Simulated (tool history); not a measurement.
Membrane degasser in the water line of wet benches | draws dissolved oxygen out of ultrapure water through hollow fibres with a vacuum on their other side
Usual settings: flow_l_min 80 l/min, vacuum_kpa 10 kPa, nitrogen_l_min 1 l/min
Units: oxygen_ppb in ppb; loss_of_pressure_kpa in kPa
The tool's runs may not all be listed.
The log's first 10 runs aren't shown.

run	hour	flow_l_min	vacuum_kpa	nitrogen_l_min	hours since the membrane was changed	hours since the vacuum gauge was calibrated	hours since the vacuum lines were made tight	oxygen_ppb	loss_of_pressure_kpa
11	789.8	80	10	0.91	4654	4377	4834	910.4	59.18
12	853.1	80	10	0.91	4717	4440	4898	902.7	58.52
13	932.1	89	10	1	4796	4519	4976	916.2	65.52
14	984.9	89	10	1	4849	4572	5029	896.9	65.45
15	1038.8	89	10	1	4903	4626	5083	919.7	64.82
16	1137	80	10	1	5001	4724	5181	841.7	58.62
# hour 1161.5: seals of the vacuum lines changed
17	1207.8	73	7	1.55	5070	4793	46	337	53.74
18	1297.6	108	17.2	1.13	5160	4883	136	1810	79.61
19	1377.7	108	17.2	1.13	5240	4963	216	1795.1	78.94
20	1430.8	122	6.2	1	5293	5016	269	528.2	89.19
21	1518.3	76	22.7	1	5381	5103	357	2043.7	55.7
22	1584.8	58	7	1.42	5447	5170	423	300.1	42.79
23	1627.9	80	13.5	2.06	5490	5213	466	748	58.96
24	1704.2	80	13.5	2.06	5567	5289	543	744.7	58.89
25	1806.2	127	20.8	0.92	5669	5391	645	2590.7	93.29
26	1859.9	102	15.8	2.01	5722	5445	698	1091.3	74.73
27	1935.4	102	24.8	2.01	5798	5520	774	1769.2	75.26
28	2035.3	102	24.8	1.85	5898	5620	874	1860.2	74.85
29	2113.4	74	22.2	2.21	5976	5698	952	1169.6	54.59
30	2215.5	74	22.2	2.21	6078	5801	1054	1179.8	54.34
31	2314.8	80	15.4	1.08	6177	5900	1153	1382.2	58.62

Forecast each of these 5 alternatives for the next run:
A	2358.8	55	15.4	1.08	6221	5944	1197	?	?
B	2358.8	80	17.3	0.6	6221	5944	1197	?	?
C	2358.8	56	19.8	0.46	6221	5944	1197	?	?
D	2358.8	77	17.1	0.8	6221	5944	1197	?	?
E	2358.8	73	10.8	1.79	6221	5944	1197	?	?

run	oxygen_ppb	loss_of_pressure_kpa
A	1047.1	40.65
B	2140.9	58.94
C	2300.3	40.97
D	1773	56.54
E	580.2	53.51
Without the tool's hidden state the same runs would have given:
run	oxygen_ppb	loss_of_pressure_kpa
A	1046.8	40.62
B	2140.5	58.91
C	2299.9	40.94
D	1772.6	56.51
E	580	53.48

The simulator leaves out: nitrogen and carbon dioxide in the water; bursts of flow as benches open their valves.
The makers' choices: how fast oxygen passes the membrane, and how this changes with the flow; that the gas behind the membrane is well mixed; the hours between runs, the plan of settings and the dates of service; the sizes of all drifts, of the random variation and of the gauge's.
